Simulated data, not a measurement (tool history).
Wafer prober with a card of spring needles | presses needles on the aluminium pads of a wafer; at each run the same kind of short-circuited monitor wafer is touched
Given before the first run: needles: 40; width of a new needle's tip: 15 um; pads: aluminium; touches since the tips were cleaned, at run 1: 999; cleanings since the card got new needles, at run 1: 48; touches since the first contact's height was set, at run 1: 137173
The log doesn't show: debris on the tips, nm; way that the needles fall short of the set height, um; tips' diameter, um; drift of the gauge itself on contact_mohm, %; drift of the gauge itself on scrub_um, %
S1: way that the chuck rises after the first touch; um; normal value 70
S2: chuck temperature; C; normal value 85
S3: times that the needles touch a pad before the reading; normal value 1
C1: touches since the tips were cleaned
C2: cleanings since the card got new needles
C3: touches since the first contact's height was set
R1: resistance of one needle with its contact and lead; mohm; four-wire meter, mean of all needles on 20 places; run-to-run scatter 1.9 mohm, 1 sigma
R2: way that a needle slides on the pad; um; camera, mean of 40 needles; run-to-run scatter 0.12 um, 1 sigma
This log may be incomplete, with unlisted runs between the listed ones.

run	day	S1	S2	S3	C1	C2	C3	R1	R2
1	0	70	85	1	999	48	137173	195	8.7
# day 0.229: tips cleaned on abrasive film
# day 0.538: tips cleaned on abrasive film
# day 0.921: tips cleaned on abrasive film
# day 1.225: tips cleaned on abrasive film
# day 1.533: tips cleaned on abrasive film
2	1.696	70	85	1	1388	53	151265	198	8.54
# day 1.854: tips cleaned on abrasive film
# day 2.233: tips cleaned on abrasive film
# day 2.542: tips cleaned on abrasive film
# day 2.925: tips cleaned on abrasive film
# day 3.229: tips cleaned on abrasive film
# day 3.612: tips cleaned on abrasive film
# day 3.996: tips cleaned on abrasive film
3	4.012	73	85	1	158	60	170477	199	8.83
# day 4.321: tips cleaned on abrasive film
# day 4.558: height of the first contact set anew
# day 4.638: tips cleaned on abrasive film
# day 4.946: tips cleaned on abrasive film
# day 5.325: tips cleaned on abrasive film
4	5.579	73	85	1	2112	64	8464	197	8.78
# day 5.658: tips cleaned on abrasive film
# day 5.962: tips cleaned on abrasive film
# day 6.346: tips cleaned on abrasive film
# day 6.729: tips cleaned on abrasive film
# day 7.108: tips cleaned on abrasive film
# day 7.417: tips cleaned on abrasive film
5	7.583	73	85	1	1399	70	25107	197	8.93
# day 7.738: tips cleaned on abrasive film
# day 8.046: tips cleaned on abrasive film
# day 8.425: tips cleaned on abrasive film
# day 8.808: tips cleaned on abrasive film
# day 9.117: tips cleaned on abrasive film
# day 9.421: tips cleaned on abrasive film
# day 9.804: tips cleaned on abrasive film
6	9.975	73	85	1	1453	77	44980	201	8.68
# day 10.133: tips cleaned on abrasive film
# day 10.512: tips cleaned on abrasive film
# day 10.821: tips cleaned on abrasive film
# day 11.125: tips cleaned on abrasive film
# day 11.483: tips cleaned on abrasive film
7	11.483	73	85	1	0	82	57450	198	9.1
# day 11.862: tips cleaned on abrasive film
# day 12.171: tips cleaned on abrasive film
# day 12.475: tips cleaned on abrasive film
# day 12.858: tips cleaned on abrasive film
# day 13.242: tips cleaned on abrasive film
# day 13.546: tips cleaned on abrasive film
8	13.654	73	85	1	884	88	75484	199	8.76
# day 13.883: tips cleaned on abrasive film
# day 14.267: tips cleaned on abrasive film
# day 14.571: tips cleaned on abrasive film
# day 14.879: tips cleaned on abrasive film
# day 15.258: tips cleaned on abrasive film
9	15.4	70	85	1	1181	93	90005	197	8.48
# day 15.633: tips cleaned on abrasive film
# day 16.012: tips cleaned on abrasive film
# day 16.396: tips cleaned on abrasive film
# day 16.704: tips cleaned on abrasive film
# day 17.025: tips cleaned on abrasive film
10	17.025	70	85	1	0	98	103487	199	8.47
# day 17.333: tips cleaned on abrasive film
# day 17.712: tips cleaned on abrasive film
# day 18.096: tips cleaned on abrasive film
# day 18.479: tips cleaned on abrasive film
# day 18.858: tips cleaned on abrasive film
# day 19.242: tips cleaned on abrasive film
11	19.292	70	85	1	406	104	122314	201	8.4
# day 19.596: tips cleaned on abrasive film
# day 19.904: tips cleaned on abrasive film
# day 20.208: tips cleaned on abrasive film
# day 20.517: tips cleaned on abrasive film
# day 20.825: tips cleaned on abrasive film
# day 21.129: tips cleaned on abrasive film
# day 21.512: tips cleaned on abrasive film
# day 21.817: tips cleaned on abrasive film
12	21.871	70	85	1	456	112	143732	197	8.49
# day 22.179: tips cleaned on abrasive film
# day 22.483: tips cleaned on abrasive film
# day 22.792: tips cleaned on abrasive film
# day 23.1: tips cleaned on abrasive film
# day 23.479: tips cleaned on abrasive film
13	23.721	70	85	1	2024	117	159095	197	8.43
# day 23.8: tips cleaned on abrasive film
# day 24.183: tips cleaned on abrasive film
# day 24.567: tips cleaned on abrasive film
# day 24.946: tips cleaned on abrasive film
# day 25.329: tips cleaned on abrasive film
# day 25.646: height of the first contact set anew
# day 25.725: tips cleaned on abrasive film
# day 26.029: tips cleaned on abrasive film
14	26.188	64	113	1	1323	124	4500	204	7.69
# day 26.342: tips cleaned on abrasive film
# day 26.65: tips cleaned on abrasive film
# day 27.029: tips cleaned on abrasive film
# day 27.338: tips cleaned on abrasive film
# day 27.642: tips cleaned on abrasive film
15	27.696	70	77	1	442	129	17004	196	8.5
# day 28.004: tips cleaned on abrasive film
# day 28.308: tips cleaned on abrasive film
# day 28.617: tips cleaned on abrasive film
# day 29: tips cleaned on abrasive film
# day 29.321: tips cleaned on abrasive film
16	29.321	68	90	1	0	134	30489	200	8.56
# day 29.704: tips cleaned on abrasive film
# day 30.008: tips cleaned on abrasive film
# day 30.392: tips cleaned on abrasive film
17	30.525	71	85	2	1133	137	40514	198	8.4
# day 30.758: tips cleaned on abrasive film
# day 31.142: tips cleaned on abrasive film
# day 31.521: tips cleaned on abrasive film
# day 31.829: tips cleaned on abrasive film
# day 32.133: tips cleaned on abrasive film
# day 32.442: tips cleaned on abrasive film
# day 32.825: tips cleaned on abrasive film
18	32.983	71	85	2	1355	144	60926	194	8.72
# day 33.138: tips cleaned on abrasive film
# day 33.446: tips cleaned on abrasive film
# day 33.754: tips cleaned on abrasive film
# day 34.058: tips cleaned on abrasive film
19	34.083	71	85	2	211	148	70024	201	8.72
# day 34.392: tips cleaned on abrasive film
# day 34.696: tips cleaned on abrasive film
# day 35.004: tips cleaned on abrasive film
20	35.196	56	77	2	1631	151	79278	200	6.72
# day 35.354: tips cleaned on abrasive film
# day 35.658: tips cleaned on abrasive film
# day 36.042: tips cleaned on abrasive film
# day 36.346: tips cleaned on abrasive film
21	36.638	56	77	2	2434	155	91240	200	6.6
# day 36.717: tips cleaned on abrasive film
# day 37.025: tips cleaned on abrasive film
# day 37.329: tips cleaned on abrasive film
# day 37.712: tips cleaned on abrasive film
22	38.004	56	77	2	2464	159	102596	199	6.8
# day 38.083: tips cleaned on abrasive film
# day 38.392: tips cleaned on abrasive film
# day 38.775: tips cleaned on abrasive film
# day 39.079: tips cleaned on abrasive film
# day 39.462: tips cleaned on abrasive film
# day 39.846: tips cleaned on abrasive film
# day 40.15: tips cleaned on abrasive film
# day 40.533: tips cleaned on abrasive film
23	40.604	72	28	2	603	167	124161	187	8.74
# day 40.912: tips cleaned on abrasive film
# day 41.217: tips cleaned on abrasive film
# day 41.6: tips cleaned on abrasive film
# day 41.904: tips cleaned on abrasive film
# day 42.288: tips cleaned on abrasive film
# day 42.596: tips cleaned on abrasive film
# day 42.9: tips cleaned on abrasive film
24	43.167	61	57	2	2243	174	145460	194	7.18

Take each entry between the runs: how does the hidden state at the last listed run before it differ from the hidden state at the first listed run after it?
Between runs 1 and 2: tips cleaned on abrasive film (day 0.229); tips cleaned on abrasive film (day 0.538); tips cleaned on abrasive film (day 0.921); tips cleaned on abrasive film (day 1.225); tips cleaned on abrasive film (day 1.533)
  debris on the tips, nm: 1.6 -> 1.7; way that the needles fall short of the set height, um: 0.12 -> 0.13
Between runs 2 and 3: tips cleaned on abrasive film (day 1.854); tips cleaned on abrasive film (day 2.233); tips cleaned on abrasive film (day 2.542); tips cleaned on abrasive film (day 2.925); tips cleaned on abrasive film (day 3.229); tips cleaned on abrasive film (day 3.612); tips cleaned on abrasive film (day 3.996)
  debris on the tips, nm: 1.7 -> 0.5; way that the needles fall short of the set height, um: 0.13 -> 0.14; tips' diameter, um: 15.04 -> 15.05
Between runs 3 and 4: tips cleaned on abrasive film (day 4.321); height of the first contact set anew (day 4.558); tips cleaned on abrasive film (day 4.638); tips cleaned on abrasive film (day 4.946); tips cleaned on abrasive film (day 5.325)
  debris on the tips, nm: 0.5 -> 2.5; way that the needles fall short of the set height, um: 0.14 -> 0.01
Between runs 4 and 5: tips cleaned on abrasive film (day 5.658); tips cleaned on abrasive film (day 5.962); tips cleaned on abrasive film (day 6.346); tips cleaned on abrasive film (day 6.729); tips cleaned on abrasive film (day 7.108); tips cleaned on abrasive film (day 7.417)
  debris on the tips, nm: 2.5 -> 1.9; way that the needles fall short of the set height, um: 0.01 -> 0.02; tips' diameter, um: 15.05 -> 15.06
Between runs 5 and 6: tips cleaned on abrasive film (day 7.738); tips cleaned on abrasive film (day 8.046); tips cleaned on abrasive film (day 8.425); tips cleaned on abrasive film (day 8.808); tips cleaned on abrasive film (day 9.117); tips cleaned on abrasive film (day 9.421); tips cleaned on abrasive film (day 9.804)
  debris on the tips, nm: 1.9 -> 2.2; way that the needles fall short of the set height, um: 0.02 -> 0.04
Between runs 6 and 7: tips cleaned on abrasive film (day 10.133); tips cleaned on abrasive film (day 10.512); tips cleaned on abrasive film (day 10.821); tips cleaned on abrasive film (day 11.125); tips cleaned on abrasive film (day 11.483)
  debris on the tips, nm: 2.2 -> 0.3; way that the needles fall short of the set height, um: 0.04 -> 0.05; tips' diameter, um: 15.06 -> 15.07
Between runs 7 and 8: tips cleaned on abrasive film (day 11.862); tips cleaned on abrasive film (day 12.171); tips cleaned on abrasive film (day 12.475); tips cleaned on abrasive film (day 12.858); tips cleaned on abrasive film (day 13.242); tips cleaned on abrasive film (day 13.546)
  debris on the tips, nm: 0.3 -> 1.5; way that the needles fall short of the set height, um: 0.05 -> 0.07
Between runs 8 and 9: tips cleaned on abrasive film (day 13.883); tips cleaned on abrasive film (day 14.267); tips cleaned on abrasive film (day 14.571); tips cleaned on abrasive film (day 14.879); tips cleaned on abrasive film (day 15.258)
  debris on the tips, nm: 1.5 -> 1.6; way that the needles fall short of the set height, um: 0.07 -> 0.08; tips' diameter, um: 15.07 -> 15.08
Between runs 9 and 10: tips cleaned on abrasive film (day 15.633); tips cleaned on abrasive film (day 16.012); tips cleaned on abrasive film (day 16.396); tips cleaned on abrasive film (day 16.704); tips cleaned on abrasive film (day 17.025)
  debris on the tips, nm: 1.6 -> 0.2; way that the needles fall short of the set height, um: 0.08 -> 0.09
Between runs 10 and 11: tips cleaned on abrasive film (day 17.333); tips cleaned on abrasive film (day 17.712); tips cleaned on abrasive film (day 18.096); tips cleaned on abrasive film (day 18.479); tips cleaned on abrasive film (day 18.858); tips cleaned on abrasive film (day 19.242)
  debris on the tips, nm: 0.2 -> 0.7; way that the needles fall short of the set height, um: 0.09 -> 0.1; tips' diameter, um: 15.08 -> 15.09
Between runs 11 and 12: tips cleaned on abrasive film (day 19.596); tips cleaned on abrasive film (day 19.904); tips cleaned on abrasive film (day 20.208); tips cleaned on abrasive film (day 20.517); tips cleaned on abrasive film (day 20.825); tips cleaned on abrasive film (day 21.129); tips cleaned on abrasive film (day 21.512); tips cleaned on abrasive film (day 21.817)
  debris on the tips, nm: 0.7 -> 0.9; way that the needles fall short of the set height, um: 0.1 -> 0.13
Between runs 12 and 13: tips cleaned on abrasive film (day 22.179); tips cleaned on abrasive film (day 22.483); tips cleaned on abrasive film (day 22.792); tips cleaned on abrasive film (day 23.1); tips cleaned on abrasive film (day 23.479)
  debris on the tips, nm: 0.9 -> 2.7; way that the needles fall short of the set height, um: 0.13 -> 0.14; tips' diameter, um: 15.09 -> 15.1
Between runs 13 and 14: tips cleaned on abrasive film (day 23.8); tips cleaned on abrasive film (day 24.183); tips cleaned on abrasive film (day 24.567); tips cleaned on abrasive film (day 24.946); tips cleaned on abrasive film (day 25.329); height of the first contact set anew (day 25.646); tips cleaned on abrasive film (day 25.725); tips cleaned on abrasive film (day 26.029)
  debris on the tips, nm: 2.7 -> 2.1; way that the needles fall short of the set height, um: 0.14 -> 0
Between runs 14 and 15: tips cleaned on abrasive film (day 26.342); tips cleaned on abrasive film (day 26.65); tips cleaned on abrasive film (day 27.029); tips cleaned on abrasive film (day 27.338); tips cleaned on abrasive film (day 27.642)
  debris on the tips, nm: 2.1 -> 1; way that the needles fall short of the set height, um: 0 -> 0.02; tips' diameter, um: 15.1 -> 15.11
Between runs 15 and 16: tips cleaned on abrasive film (day 28.004); tips cleaned on abrasive film (day 28.308); tips cleaned on abrasive film (day 28.617); tips cleaned on abrasive film (day 29); tips cleaned on abrasive film (day 29.321)
  debris on the tips, nm: 1 -> 0.2; way that the needles fall short of the set height, um: 0.02 -> 0.03
Between runs 16 and 17: tips cleaned on abrasive film (day 29.704); tips cleaned on abrasive film (day 30.008); tips cleaned on abrasive film (day 30.392)
  debris on the tips, nm: 0.2 -> 1.8; way that the needles fall short of the set height, um: 0.03 -> 0.04; tips' diameter, um: 15.11 -> 15.12
Between runs 17 and 18: tips cleaned on abrasive film (day 30.758); tips cleaned on abrasive film (day 31.142); tips cleaned on abrasive film (day 31.521); tips cleaned on abrasive film (day 31.829); tips cleaned on abrasive film (day 32.133); tips cleaned on abrasive film (day 32.442); tips cleaned on abrasive film (day 32.825)
  way that the needles fall short of the set height, um: 0.04 -> 0.05
Between runs 18 and 19: tips cleaned on abrasive film (day 33.138); tips cleaned on abrasive film (day 33.446); tips cleaned on abrasive film (day 33.754); tips cleaned on abrasive film (day 34.058)
  debris on the tips, nm: 1.8 -> 0.6; way that the needles fall short of the set height, um: 0.05 -> 0.06
Between runs 19 and 20: tips cleaned on abrasive film (day 34.392); tips cleaned on abrasive film (day 34.696); tips cleaned on abrasive film (day 35.004)
  debris on the tips, nm: 0.6 -> 2.2; way that the needles fall short of the set height, um: 0.06 -> 0.07; tips' diameter, um: 15.12 -> 15.13
Between runs 20 and 21: tips cleaned on abrasive film (day 35.354); tips cleaned on abrasive film (day 35.658); tips cleaned on abrasive film (day 36.042); tips cleaned on abrasive film (day 36.346)
  debris on the tips, nm: 2.2 -> 2.8; way that the needles fall short of the set height, um: 0.07 -> 0.08
Between runs 21 and 22: tips cleaned on abrasive film (day 36.717); tips cleaned on abrasive film (day 37.025); tips cleaned on abrasive film (day 37.329); tips cleaned on abrasive film (day 37.712)
  debris on the tips, nm: 2.8 -> 2.6; way that the needles fall short of the set height, um: 0.08 -> 0.09
Between runs 22 and 23: tips cleaned on abrasive film (day 38.083); tips cleaned on abrasive film (day 38.392); tips cleaned on abrasive film (day 38.775); tips cleaned on abrasive film (day 39.079); tips cleaned on abrasive film (day 39.462); tips cleaned on abrasive film (day 39.846); tips cleaned on abrasive film (day 40.15); tips cleaned on abrasive film (day 40.533)
  debris on the tips, nm: 2.6 -> 1.2; way that the needles fall short of the set height, um: 0.09 -> 0.1; tips' diameter, um: 15.13 -> 15.14
Between runs 23 and 24: tips cleaned on abrasive film (day 40.912); tips cleaned on abrasive film (day 41.217); tips cleaned on abrasive film (day 41.6); tips cleaned on abrasive film (day 41.904); tips cleaned on abrasive film (day 42.288); tips cleaned on abrasive film (day 42.596); tips cleaned on abrasive film (day 42.9)
  debris on the tips, nm: 1.2 -> 2.7; way that the needles fall short of the set height, um: 0.1 -> 0.12; tips' diameter, um: 15.14 -> 15.15
